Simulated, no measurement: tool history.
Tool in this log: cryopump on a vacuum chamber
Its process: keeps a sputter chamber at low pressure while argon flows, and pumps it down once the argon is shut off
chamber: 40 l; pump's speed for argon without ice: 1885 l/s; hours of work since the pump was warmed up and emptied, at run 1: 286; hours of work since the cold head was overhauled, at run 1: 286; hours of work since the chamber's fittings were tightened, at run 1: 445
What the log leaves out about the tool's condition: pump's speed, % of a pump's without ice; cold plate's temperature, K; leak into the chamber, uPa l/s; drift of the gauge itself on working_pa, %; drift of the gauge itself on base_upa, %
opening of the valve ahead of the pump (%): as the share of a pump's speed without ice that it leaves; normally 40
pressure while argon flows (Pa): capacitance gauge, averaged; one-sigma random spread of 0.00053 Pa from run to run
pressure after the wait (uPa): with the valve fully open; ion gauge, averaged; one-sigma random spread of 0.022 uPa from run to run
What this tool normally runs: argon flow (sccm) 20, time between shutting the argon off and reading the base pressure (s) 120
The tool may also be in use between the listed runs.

| run | hour | argon flow (sccm) | time between shutting the argon off and reading the base pressure (s) | opening of the valve ahead of the pump (%) | hours of work since the pump was warmed up and emptied | hours of work since the cold head was overhauled | hours of work since the chamber's fittings were tightened | pressure while argon flows (Pa) | pressure after the wait (uPa) |
|---|---|---|---|---|---|---|---|---|---|
| 1 | 0 | 20 | 120 | 40 | 286 | 286 | 445 | 0.046 | 0.92 |
| 2 | 14.6 | 20 | 120 | 40 | 293 | 293 | 451 | 0.0471 | 0.97 |
| 3 | 26 | 20 | 120 | 40 | 299 | 299 | 457 | 0.046 | 0.94 |
| 4 | 35 | 20 | 120 | 40 | 303 | 303 | 461 | 0.0463 | 0.94 |
| 5 | 42.8 | 20 | 120 | 40 | 307 | 307 | 465 | 0.0465 | 0.98 |
| 6 | 58 | 20 | 120 | 40 | 314 | 314 | 472 | 0.0472 | 0.95 |
| 7 | 68.4 | 20 | 120 | 50 | 319 | 319 | 477 | 0.0382 | 0.92 |
| 8 | 80.8 | 20 | 120 | 50 | 325 | 325 | 483 | 0.0382 | 0.94 |
| 9 | 88.9 | 20 | 120 | 28 | 329 | 329 | 487 | 0.0668 | 0.96 |

Forecast run 10:
| 10 | 103.7 | 20 | 120 | 28 | 336 | 336 | 494 | ? | ? |

pressure while argon flows (Pa): 0.0667
pressure after the wait (uPa): 0.97
Were there no unlogged condition in the tool, this run, its random variation unchanged, would have produced pressure while argon flows (Pa) 0.0646, pressure after the wait (uPa) 0.57.
